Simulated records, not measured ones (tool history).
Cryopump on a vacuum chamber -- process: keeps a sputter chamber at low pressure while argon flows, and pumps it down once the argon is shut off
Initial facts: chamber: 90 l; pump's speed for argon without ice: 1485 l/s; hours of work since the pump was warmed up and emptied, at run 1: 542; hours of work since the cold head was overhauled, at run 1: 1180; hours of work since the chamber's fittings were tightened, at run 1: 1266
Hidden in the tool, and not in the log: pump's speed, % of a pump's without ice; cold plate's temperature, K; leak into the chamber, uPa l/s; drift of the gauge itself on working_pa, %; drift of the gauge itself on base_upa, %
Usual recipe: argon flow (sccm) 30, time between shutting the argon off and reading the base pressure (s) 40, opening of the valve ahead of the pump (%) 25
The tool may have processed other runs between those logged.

| run | hour | argon flow (sccm) | time between shutting the argon off and reading the base pressure (s) | opening of the valve ahead of the pump (%) | hours of work since the pump was warmed up and emptied | hours of work since the cold head was overhauled | hours of work since the chamber's fittings were tightened | pressure while argon flows (Pa) | pressure after the wait (uPa) |
|---|---|---|---|---|---|---|---|---|---|
| 1 | 0.0 | 30 | 40 | 25 | 542 | 1180 | 1266 | 0.1437 | 1.99 |
| 2 | 32.5 | 30 | 40 | 25 | 570 | 1207 | 1294 | 0.1421 | 1.85 |
| 3 | 51.1 | 30 | 40 | 25 | 586 | 1223 | 1309 | 0.1426 | 1.91 |
| 4 | 77.6 | 30 | 46 | 25 | 608 | 1246 | 1332 | 0.1440 | 1.84 |
|  | 104.9 | pump warmed up, emptied and cooled again |
| 5 | 115.8 | 30 | 46 | 25 | 9 | 1274 | 1360 | 0.1370 | 1.73 |
| 6 | 136.0 | 30 | 46 | 25 | 26 | 1291 | 1377 | 0.1380 | 1.73 |
| 7 | 152.2 | 30 | 40 | 25 | 40 | 1305 | 1391 | 0.1384 | 1.84 |
| 8 | 170.2 | 30 | 40 | 25 | 56 | 1320 | 1407 | 0.1372 | 1.88 |
| 9 | 200.4 | 30 | 40 | 16 | 81 | 1346 | 1432 | 0.2134 | 1.85 |
| 10 | 217.1 | 30 | 40 | 16 | 95 | 1360 | 1446 | 0.2152 | 1.82 |
| 11 | 249.0 | 30 | 40 | 16 | 123 | 1387 | 1474 | 0.2146 | 1.87 |
| 12 | 265.0 | 30 | 40 | 16 | 136 | 1401 | 1487 | 0.2168 | 2.02 |
| 13 | 280.8 | 30 | 40 | 25 | 150 | 1414 | 1501 | 0.1378 | 1.87 |
| 14 | 299.6 | 30 | 40 | 25 | 166 | 1430 | 1517 | 0.1392 | 1.96 |
| 15 | 317.2 | 30 | 40 | 25 | 181 | 1445 | 1532 | 0.1398 | 1.95 |
| 16 | 341.1 | 30 | 40 | 25 | 201 | 1466 | 1552 | 0.1385 | 1.98 |
| 17 | 365.6 | 30 | 40 | 25 | 222 | 1487 | 1573 | 0.1397 | 1.97 |
| 18 | 381.0 | 36 | 21 | 39 | 235 | 1500 | 1586 | 0.1083 | 2.85 |
| 19 | 406.1 | 36 | 82 | 39 | 256 | 1521 | 1607 | 0.1081 | 1.56 |

Forecast run 20:
| 20 | 439.2 | 36 | 82 | 39 | 284 | 1549 | 1635 | ? | ? |

{"run 20": {"pressure while argon flows (Pa)": 0.11, "pressure after the wait (uPa)": 1.59}}
Minus the tool's unlogged condition, the same run would have read pressure while argon flows (Pa) 0.1058, pressure after the wait (uPa) 0.70.

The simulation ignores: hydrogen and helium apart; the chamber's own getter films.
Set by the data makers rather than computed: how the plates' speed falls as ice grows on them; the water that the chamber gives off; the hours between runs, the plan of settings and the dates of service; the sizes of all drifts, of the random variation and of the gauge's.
